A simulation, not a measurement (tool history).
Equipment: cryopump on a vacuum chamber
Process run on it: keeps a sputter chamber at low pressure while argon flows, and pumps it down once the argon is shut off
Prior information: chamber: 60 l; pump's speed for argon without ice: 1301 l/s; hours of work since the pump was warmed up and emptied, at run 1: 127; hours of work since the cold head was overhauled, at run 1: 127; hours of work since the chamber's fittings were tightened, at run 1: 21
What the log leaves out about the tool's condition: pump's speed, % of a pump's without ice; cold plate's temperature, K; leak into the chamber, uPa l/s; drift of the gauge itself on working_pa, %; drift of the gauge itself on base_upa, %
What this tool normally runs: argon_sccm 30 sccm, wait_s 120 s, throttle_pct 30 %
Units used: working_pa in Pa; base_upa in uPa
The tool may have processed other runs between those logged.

run	hour	argon_sccm	wait_s	throttle_pct	hours of work since the pump was warmed up and emptied	hours of work since the cold head was overhauled	hours of work since the chamber's fittings were tightened	working_pa	base_upa
1	0	30	120	30	127	127	21	0.1347	0.49
2	61.8	30	120	30	161	161	55	0.1344	0.55
3	106.1	30	47	30	185	185	79	0.1348	0.87
4	156.2	30	47	30	212	212	106	0.1371	0.9
5	230.9	30	47	30	253	253	147	0.1386	0.95
6	270.4	30	47	30	275	275	169	0.1398	1
7	310.3	30	120	49	296	296	191	0.0894	0.74
# hour 336.8: pump warmed up, emptied and cooled again
8	351	30	120	49	8	316	210	0.0803	0.65
9	389	30	120	30	29	337	231	0.1307	0.64
10	427.1	30	120	30	49	358	252	0.1307	0.69
11	465.2	15	175	53	70	378	273	0.0376	0.63
12	512	15	175	53	96	404	298	0.0383	0.7
13	560.6	15	175	17	122	431	325	0.1166	0.67
14	601.8	15	175	17	145	453	347	0.1182	0.73
15	657.8	15	28	16	176	484	378	0.1245	1.49
16	692.1	15	28	16	194	503	397	0.1252	1.52
17	743.9	15	28	16	223	531	425	0.1251	1.56

Predict the results of run 18:
18	803.3	15	28	16	255	563	457	?	?

Logged for run 18: working_pa 0.1253 Pa, base_upa 1.6 uPa.
With the hidden condition absent and the run-to-run variation left alone, this run would have shown working_pa 0.1212 Pa, base_upa 1.04 uPa.
